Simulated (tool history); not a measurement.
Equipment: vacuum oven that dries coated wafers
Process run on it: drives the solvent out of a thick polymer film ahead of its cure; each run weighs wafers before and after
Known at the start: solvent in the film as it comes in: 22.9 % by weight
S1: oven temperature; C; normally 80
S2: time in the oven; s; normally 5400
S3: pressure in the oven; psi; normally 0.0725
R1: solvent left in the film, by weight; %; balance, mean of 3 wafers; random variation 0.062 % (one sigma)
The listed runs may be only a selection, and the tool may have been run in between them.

run	hour	S1	S2	S3	R1
1	0.0	80	5400	0.0725	4.47
2	20.6	80	3000	0.0725	8.32
3	30.0	80	3000	0.0725	8.19
4	47.7	80	5400	0.0725	4.52
5	63.4	80	5400	0.2148	5.57
6	83.2	80	5400	0.2148	5.69
7	98.6	80	5400	0.2148	5.79
8	116.4	80	5400	0.2148	5.73
9	135.3	80	5400	0.0725	4.50
10	153.6	80	5400	0.0725	4.46
11	166.9	86	5400	0.0641	2.46
12	181.8	92	5400	0.0377	1.11
13	192.7	70	7680	0.0377	6.09
14	212.6	69	5400	0.0447	8.87
# hour 222.6: oven's thermocouples calibrated
15	227.3	69	5400	0.0447	7.84
16	238.5	81	5400	0.0725	3.40
17	253.9	83	6240	0.0979	2.35
18	271.7	72	3960	0.1397	9.39
19	286.4	72	3960	0.1397	9.18
20	307.5	72	6840	0.1189	5.73

Per-run results on a tool with no hidden state, each run keeping its own random variation:
The hidden state here: true wafer temperature over the reading, C; true pressure over the reading, kPa; drift of the gauge itself on solvent_pct, %.
run	R1
1	3.60
2	7.36
3	7.23
4	3.65
5	4.64
6	4.73
7	4.82
8	4.77
9	3.59
10	3.57
11	1.81
12	0.73
13	4.97
14	7.74
15	7.76
16	3.33
17	2.27
18	9.32
19	9.10
20	5.61
